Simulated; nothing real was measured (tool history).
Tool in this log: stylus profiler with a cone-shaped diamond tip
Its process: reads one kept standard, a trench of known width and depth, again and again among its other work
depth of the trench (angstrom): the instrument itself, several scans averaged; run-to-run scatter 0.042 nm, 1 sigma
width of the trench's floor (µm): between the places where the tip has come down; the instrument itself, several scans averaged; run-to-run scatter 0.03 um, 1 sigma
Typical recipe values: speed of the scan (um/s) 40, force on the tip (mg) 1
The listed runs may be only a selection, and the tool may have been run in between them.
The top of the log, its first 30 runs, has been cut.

run	day	speed of the scan (um/s)	force on the tip (mg)	scans with this tip	hours of work since the height scale was calibrated	depth of the trench (angstrom)	width of the trench's floor (µm)
31	46.529	121	2.33	9798	1552	1020.2	97.99
32	47.796	121	2.33	9918	1571	1020.2	97.94
33	49.617	121	2.33	10092	1599	1019.2	97.99
34	51.367	60	3	10258	1625	1022.6	98.21
35	52.471	13	1.27	10364	1642	1015.2	98.33
36	53.567	145	2.15	10468	1658	1019.4	97.9
37	55.133	145	2.15	10617	1682	1018.5	97.88
38	57.262	16	0.37	10820	1714	1008.5	98.27
39	59.362	79	1.32	11020	1746	1015.5	98.04

Consider 5 possible next runs. They are alternatives, not a sequence: every one starts from the tool as it was left by run 39. What does each give?
A	60.933	78	0.6	11169	1769	?	?
B	60.933	24	1.03	11169	1769	?	?
C	60.933	58	0.36	11169	1769	?	?
D	60.933	63	0.36	11169	1769	?	?
E	60.933	23	1.32	11169	1769	?	?

run	depth of the trench (angstrom)	width of the trench's floor (µm)
A	1010.6	97.81
B	1012.8	98.22
C	1008.8	97.82
D	1008.4	97.83
E	1014.6	98.26
With the hidden condition removed and each run's random variation left untouched, the same runs would have given:
run	depth of the trench (angstrom)	width of the trench's floor (µm)
A	1006.5	98.03
B	1008.7	98.44
C	1004.7	98.04
D	1004.3	98.05
E	1010.5	98.49
